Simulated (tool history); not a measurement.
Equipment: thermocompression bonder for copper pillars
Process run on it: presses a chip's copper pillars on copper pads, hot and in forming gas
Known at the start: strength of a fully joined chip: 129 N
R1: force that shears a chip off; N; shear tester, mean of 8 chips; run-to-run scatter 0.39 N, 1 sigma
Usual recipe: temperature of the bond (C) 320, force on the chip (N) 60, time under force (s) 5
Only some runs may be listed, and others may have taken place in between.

Run 1, day 0.000: usual settings. Result: R1 61.2 N.
Run 2, day 1.208: usual settings. Result: R1 60.7 N.
Run 3, day 3.108: usual settings. Result: R1 59.9 N.
Run 4, day 4.675: usual settings. Result: R1 59.8 N.
Run 5, day 5.992: usual settings. Result: R1 60.1 N.
Run 6, day 7.346: usual settings. Result: R1 59.3 N.
Run 7, day 9.550: usual settings but temperature of the bond (C) 336, force on the chip (N) 38. Result: R1 55.9 N.
Run 8, day 10.883: usual settings but temperature of the bond (C) 300, time under force (s) 7. Result: R1 54.6 N.
At day 11.750: forming gas filter changed.
Run 9, day 12.896: usual settings but temperature of the bond (C) 305, time under force (s) 11. Result: R1 69.4 N.
Run 10, day 14.642: usual settings but temperature of the bond (C) 305, time under force (s) 11. Result: R1 69.5 N.

Forecast each of these 5 alternatives for the next run:
Run A, day 15.950: usual settings but temperature of the bond (C) 350, force on the chip (N) 81, time under force (s) 8. Result: R1 ?.
Run B, day 15.950: usual settings but temperature of the bond (C) 308, force on the chip (N) 46, time under force (s) 8. Result: R1 ?.
Run C, day 15.950: usual settings but temperature of the bond (C) 297, time under force (s) 15. Result: R1 ?.
Run D, day 15.950: usual settings but temperature of the bond (C) 338, force on the chip (N) 44. Result: R1 ?.
Run E, day 15.950: usual settings but temperature of the bond (C) 305. Result: R1 ?.

run    R1
  A  99.4
  B  57.4
  C  71.4
  D  63.2
  E  51.3
Take away the tool's hidden state, keep each run's random variation, and the runs would have read:
run     R1
  A  102.3
  B   60.3
  C   74.9
  D   65.9
  E   54.1
